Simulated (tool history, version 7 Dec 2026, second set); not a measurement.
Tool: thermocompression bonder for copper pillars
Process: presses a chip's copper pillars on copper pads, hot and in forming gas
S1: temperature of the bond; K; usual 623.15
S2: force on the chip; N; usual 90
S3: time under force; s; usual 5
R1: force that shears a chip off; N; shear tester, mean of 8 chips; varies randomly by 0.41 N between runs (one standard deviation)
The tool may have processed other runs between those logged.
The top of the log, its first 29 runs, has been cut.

Run 30, hour 189.0: usual settings but S1 624.15 K, S2 76 N, S3 10 s. Result: R1 46.7 N.
Run 31, hour 195.8: usual settings but S1 624.15 K, S2 76 N, S3 10 s. Result: R1 45.8 N.
Run 32, hour 201.3: usual settings but S1 624.15 K, S2 76 N, S3 10 s. Result: R1 46.4 N.
Run 33, hour 206.0: usual settings but S1 607.15 K, S3 10 s. Result: R1 45.3 N.
Run 34, hour 212.9: usual settings but S1 616.15 K, S2 106 N, S3 10 s. Result: R1 57.0 N.
Run 35, hour 218.1: usual settings but S1 615.15 K, S2 67 N, S3 14 s. Result: R1 41.6 N.
Run 36, hour 227.2: usual settings but S1 615.15 K, S2 67 N, S3 14 s. Result: R1 42.3 N.
Run 37, hour 236.9: usual settings but S1 597.15 K, S2 113 N, S3 14 s. Result: R1 57.0 N.
Run 38, hour 243.2: usual settings but S1 638.15 K, S2 113 N, S3 14 s. Result: R1 78.2 N.
Run 39, hour 251.9: usual settings but S1 618.15 K, S2 62 N. Result: R1 26.4 N.
Run 40, hour 261.3: usual settings but S1 606.15 K, S2 129 N, S3 15 s. Result: R1 69.5 N.
Run 41, hour 265.7: usual settings but S1 635.15 K, S2 64 N, S3 6 s. Result: R1 34.9 N.

What if the next run were any one of these 3? Each begins from the tool's condition after run 41:
Run A, hour 274.3: usual settings but S1 627.15 K, S2 68 N, S3 3 s. Result: R1 ?.
Run B, hour 274.3: usual settings but S3 4 s. Result: R1 ?.
Run C, hour 274.3: usual settings but S1 649.15 K, S2 111 N, S3 6 s. Result: R1 ?.

run    R1
  A  25.5
  B  36.6
  C  64.9
Take away the tool's hidden state, keep each run's random variation, and the runs would have read:
run    R1
  A  26.9
  B  38.6
  C  67.6

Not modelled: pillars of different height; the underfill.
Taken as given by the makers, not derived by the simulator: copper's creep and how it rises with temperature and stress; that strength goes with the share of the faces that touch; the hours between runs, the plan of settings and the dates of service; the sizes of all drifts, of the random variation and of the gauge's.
